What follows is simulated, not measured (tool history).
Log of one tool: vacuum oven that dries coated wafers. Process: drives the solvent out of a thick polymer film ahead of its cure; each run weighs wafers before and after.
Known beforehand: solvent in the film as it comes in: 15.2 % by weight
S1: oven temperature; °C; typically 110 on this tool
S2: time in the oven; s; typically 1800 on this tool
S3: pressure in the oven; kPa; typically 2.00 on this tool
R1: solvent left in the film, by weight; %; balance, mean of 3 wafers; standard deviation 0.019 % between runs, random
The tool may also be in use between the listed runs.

| run | hour | S1 | S2 | S3 | R1 |
|---|---|---|---|---|---|
| 1 | 0.0 | 110 | 1800 | 2.00 | 2.57 |
| 2 | 81.9 | 110 | 1800 | 2.00 | 2.55 |
| 3 | 160.4 | 110 | 1800 | 2.00 | 2.57 |
| 4 | 232.0 | 110 | 1800 | 2.00 | 2.56 |
| 5 | 279.3 | 110 | 1800 | 2.00 | 2.56 |
| 6 | 380.3 | 110 | 1800 | 2.00 | 2.56 |
| 7 | 427.6 | 110 | 1800 | 2.00 | 2.53 |
| 8 | 515.9 | 110 | 1860 | 2.00 | 2.45 |
| 9 | 595.0 | 115 | 1020 | 1.35 | 3.25 |
| 10 | 685.1 | 115 | 1020 | 1.35 | 3.23 |
| 11 | 768.0 | 124 | 2520 | 1.28 | 0.58 |
| 12 | 852.8 | 124 | 2520 | 1.28 | 0.59 |
| 13 | 907.5 | 112 | 1800 | 1.60 | 2.03 |
| 14 | 963.0 | 104 | 1800 | 5.55 | 6.06 |
| 15 | 1048.7 | 104 | 1800 | 2.00 | 3.64 |
| 16 | 1146.8 | 104 | 1800 | 2.00 | 3.65 |

The log once held 1 entry between its listed runs, left out of this copy. Where does each go, and what is different about the tool's unlogged condition between the listed run before it and the listed run after it?
After run 6, before run 7: vacuum gauge cleaned of residue and calibrated (hour 410.8)
  true pressure over the reading, kPa: 0.016 -> 0

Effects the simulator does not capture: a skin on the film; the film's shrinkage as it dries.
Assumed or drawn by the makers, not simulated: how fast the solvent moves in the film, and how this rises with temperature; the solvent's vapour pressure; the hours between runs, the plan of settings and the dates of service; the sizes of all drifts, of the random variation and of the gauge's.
